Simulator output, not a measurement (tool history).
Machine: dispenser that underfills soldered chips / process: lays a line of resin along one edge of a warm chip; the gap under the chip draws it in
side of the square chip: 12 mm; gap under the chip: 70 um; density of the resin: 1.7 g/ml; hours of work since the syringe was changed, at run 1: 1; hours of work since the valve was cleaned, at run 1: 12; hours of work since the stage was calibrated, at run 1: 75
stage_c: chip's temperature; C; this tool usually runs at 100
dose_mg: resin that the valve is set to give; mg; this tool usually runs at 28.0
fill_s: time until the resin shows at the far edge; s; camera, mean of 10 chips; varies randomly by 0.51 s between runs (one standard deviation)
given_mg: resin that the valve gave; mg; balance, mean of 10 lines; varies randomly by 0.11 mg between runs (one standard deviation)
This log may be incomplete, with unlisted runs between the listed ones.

| run | day | stage_c | dose_mg | hours of work since the syringe was changed | hours of work since the valve was cleaned | hours of work since the stage was calibrated | fill_s | given_mg |
|---|---|---|---|---|---|---|---|---|
| 1 | 0.000 | 100 | 28.0 | 1 | 12 | 75 | 45.6 | 27.68 |
| 2 | 0.100 | 100 | 28.0 | 3 | 14 | 77 | 51.6 | 27.69 |
| 3 | 0.258 | 104 | 28.0 | 6 | 16 | 80 | 51.1 | 27.84 |
|  | 0.321 | new syringe of resin |
| 4 | 0.396 | 100 | 28.0 | 1 | 19 | 82 | 45.6 | 27.45 |
| 5 | 0.579 | 100 | 28.0 | 4 | 22 | 85 | 54.5 | 27.73 |
| 6 | 0.662 | 100 | 28.0 | 6 | 23 | 86 | 59.1 | 27.64 |
|  | 0.708 | new syringe of resin |
| 7 | 0.871 | 106 | 28.0 | 3 | 26 | 89 | 39.8 | 27.93 |
| 8 | 1.042 | 106 | 28.0 | 6 | 29 | 92 | 45.7 | 27.49 |
|  | 1.096 | new syringe of resin |
| 9 | 1.221 | 100 | 25.1 | 2 | 32 | 95 | 49.3 | 24.60 |
| 10 | 1.371 | 100 | 25.1 | 5 | 34 | 97 | 56.5 | 24.61 |
|  | 1.488 | new syringe of resin |
| 11 | 1.567 | 100 | 25.1 | 1 | 37 | 100 | 45.7 | 24.49 |
| 12 | 1.725 | 112 | 28.0 | 4 | 40 | 103 | 32.7 | 27.26 |
| 13 | 1.854 | 112 | 28.0 | 6 | 42 | 105 | 36.7 | 27.06 |
|  | 1.879 | new syringe of resin |
| 14 | 1.992 | 112 | 28.0 | 2 | 44 | 107 | 29.0 | 27.00 |
| 15 | 2.088 | 93 | 28.0 | 3 | 46 | 109 | 71.4 | 27.34 |
|  | 2.267 | new syringe of resin |
| 16 | 2.296 | 100 | 27.7 | 0 | 49 | 112 | 43.9 | 26.95 |
| 17 | 2.433 | 100 | 28.0 | 3 | 51 | 114 | 51.9 | 27.09 |
| 18 | 2.558 | 100 | 28.0 | 5 | 53 | 116 | 57.8 | 27.10 |
|  | 2.667 | new syringe of resin |
| 19 | 2.725 | 85 | 24.6 | 1 | 56 | 119 | 92.2 | 23.55 |
| 20 | 2.896 | 100 | 32.8 | 4 | 59 | 122 | 53.7 | 31.61 |
|  | 3.058 | new syringe of resin |
| 21 | 3.079 | 100 | 32.8 | 0 | 62 | 125 | 43.0 | 31.28 |
| 22 | 3.188 | 106 | 29.0 | 2 | 63 | 126 | 37.9 | 27.94 |
| 23 | 3.317 | 89 | 27.0 | 4 | 65 | 129 | 93.2 | 25.93 |
|  | 3.450 | new syringe of resin |
| 24 | 3.467 | 85 | 29.1 | 0 | 68 | 131 | 87.8 | 27.68 |
| 25 | 3.554 | 85 | 29.1 | 2 | 69 | 132 | 94.1 | 27.44 |
|  | 3.696 | dispensing valve cleaned and set on the balance |
| 26 | 3.704 | 100 | 26.0 | 3 | 0 | 134 | 53.1 | 25.96 |
|  | 3.883 | new syringe of resin |
| 27 | 3.892 | 97 | 34.4 | 0 | 3 | 137 | 48.6 | 34.28 |
| 28 | 3.996 | 110 | 34.7 | 2 | 5 | 139 | 30.8 | 34.45 |
| 29 | 4.104 | 110 | 29.9 | 4 | 7 | 141 | 34.8 | 29.63 |
| 30 | 4.246 | 88 | 28.5 | 6 | 9 | 143 | 107.4 | 28.27 |
|  | 4.271 | new syringe of resin |
| 31 | 4.408 | 88 | 28.5 | 2 | 11 | 145 | 84.6 | 28.17 |
| 32 | 4.567 | 88 | 28.5 | 5 | 14 | 148 | 100.6 | 28.29 |
|  | 4.671 | new syringe of resin |
| 33 | 4.696 | 88 | 33.9 | 0 | 16 | 150 | 73.9 | 33.56 |
| 34 | 4.821 | 92 | 27.2 | 2 | 18 | 152 | 71.4 | 26.86 |
| 35 | 4.967 | 108 | 26.1 | 5 | 20 | 154 | 41.4 | 25.72 |
|  | 5.062 | new syringe of resin |
| 36 | 5.112 | 100 | 35.3 | 1 | 23 | 157 | 43.4 | 34.71 |

Consider 3 possible next runs. They are alternatives, not a sequence: every one starts from the tool as it was left by run 36. What does each give?
| A | 5.262 | 108 | 29.4 | 3 | 25 | 159 | ? | ? |
| B | 5.262 | 111 | 33.5 | 3 | 25 | 159 | ? | ? |
| C | 5.262 | 91 | 25.0 | 3 | 25 | 159 | ? | ? |

| run | fill_s | given_mg |
|---|---|---|
| A | 36.4 | 28.96 |
| B | 33.3 | 32.91 |
| C | 79.5 | 24.54 |
Without the tool's hidden state the same runs would have given:
| run | fill_s | given_mg |
|---|---|---|
| A | 29.2 | 29.56 |
| B | 26.8 | 33.59 |
| C | 63.5 | 25.05 |
